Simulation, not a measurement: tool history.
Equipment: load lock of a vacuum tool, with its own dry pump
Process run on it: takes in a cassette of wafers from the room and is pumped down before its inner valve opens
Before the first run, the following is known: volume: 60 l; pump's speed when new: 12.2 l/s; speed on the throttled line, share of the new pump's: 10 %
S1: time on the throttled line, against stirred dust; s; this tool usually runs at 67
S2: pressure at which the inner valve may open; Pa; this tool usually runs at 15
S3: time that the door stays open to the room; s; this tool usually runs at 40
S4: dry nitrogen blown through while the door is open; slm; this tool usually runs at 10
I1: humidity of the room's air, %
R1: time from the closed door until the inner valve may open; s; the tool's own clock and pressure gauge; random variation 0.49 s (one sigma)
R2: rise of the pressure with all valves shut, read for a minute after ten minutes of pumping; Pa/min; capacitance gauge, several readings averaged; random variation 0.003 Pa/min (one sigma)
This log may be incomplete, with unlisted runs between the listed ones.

| run | day | S1 | S2 | S3 | S4 | I1 | R1 | R2 |
|---|---|---|---|---|---|---|---|---|
| 1 | 0 | 67 | 15 | 40 | 10 | 44.8 | 106.9 | 0.039 |
| 2 | 4.642 | 67 | 15 | 40 | 10 | 45 | 107.1 | 0.041 |
| 3 | 7.117 | 67 | 15 | 40 | 10 | 43.8 | 108.7 | 0.038 |
| 4 | 12.046 | 67 | 15 | 59 | 10 | 43.1 | 107.8 | 0.046 |
| 5 | 16.821 | 67 | 15 | 59 | 10 | 46.7 | 107.9 | 0.042 |
| 6 | 20.354 | 67 | 15 | 179 | 10 | 46.3 | 107.7 | 0.055 |
| 7 | 24.462 | 67 | 15 | 31 | 10 | 45.4 | 108.8 | 0.045 |
| 8 | 29.583 | 67 | 15 | 31 | 27 | 46.9 | 108.3 | 0.038 |
| 9 | 34.325 | 129 | 15 | 40 | 10 | 42.8 | 164.8 | 0.044 |
| 10 | 38.142 | 129 | 15 | 40 | 5 | 47.9 | 163.9 | 0.056 |
| 11 | 42.217 | 129 | 15 | 40 | 5 | 42.4 | 162.9 | 0.053 |
| 12 | 46.15 | 129 | 15 | 40 | 5 | 47.1 | 163.1 | 0.05 |
| 13 | 48.529 | 85 | 18 | 40 | 10 | 46.4 | 123.4 | 0.048 |
| 14 | 52.117 | 85 | 18 | 40 | 10 | 43.8 | 123.4 | 0.041 |
| 15 | 54.842 | 34 | 10 | 205 | 19 | 45.1 | 82 | 0.052 |
| 16 | 58.092 | 34 | 10 | 205 | 19 | 47.2 | 82.9 | 0.055 |
| 17 | 62.142 | 88 | 14 | 40 | 10 | 46.9 | 127.8 | 0.05 |
| 18 | 67.575 | 88 | 14 | 40 | 10 | 43.2 | 129.4 | 0.058 |
| 19 | 70.829 | 78 | 14 | 51 | 43 | 45.1 | 119.5 | 0.045 |
| 20 | 73.712 | 84 | 14 | 44 | 43 | 43.6 | 124.9 | 0.049 |
| 21 | 77.45 | 40 | 13 | 44 | 43 | 46.4 | 86.4 | 0.046 |
| 22 | 81.758 | 35 | 13 | 44 | 43 | 46.5 | 82.2 | 0.044 |
| 23 | 87.571 | 67 | 12 | 34 | 10 | 42.4 | 111.2 | 0.064 |
| 24 | 90.788 | 54 | 11 | 37 | 6 | 48.4 | 100.5 | 0.064 |

Per-run results on a tool with no hidden state, each run keeping its own random variation:
Hidden state at play: pump's speed, % of a new pump's; leak at the door's seal, Pa l/s; drift of the gauge itself on ready_s, %; drift of the gauge itself on rise_pa_min, %.
| run | R1 | R2 |
|---|---|---|
| 1 | 103.2 | 0.018 |
| 2 | 103.3 | 0.019 |
| 3 | 104.7 | 0.016 |
| 4 | 103.8 | 0.022 |
| 5 | 103.8 | 0.018 |
| 6 | 103.5 | 0.03 |
| 7 | 104.4 | 0.02 |
| 8 | 103.9 | 0.011 |
| 9 | 160.9 | 0.016 |
| 10 | 160 | 0.027 |
| 11 | 158.9 | 0.022 |
| 12 | 159.1 | 0.02 |
| 13 | 118.9 | 0.016 |
| 14 | 118.9 | 0.009 |
| 15 | 76.3 | 0.019 |
| 16 | 77.1 | 0.021 |
| 17 | 122.9 | 0.015 |
| 18 | 124.3 | 0.022 |
| 19 | 114.1 | 0.008 |
| 20 | 119.7 | 0.011 |
| 21 | 80.4 | 0.008 |
| 22 | 75.9 | 0.004 |
| 23 | 105.2 | 0.023 |
| 24 | 94.1 | 0.022 |
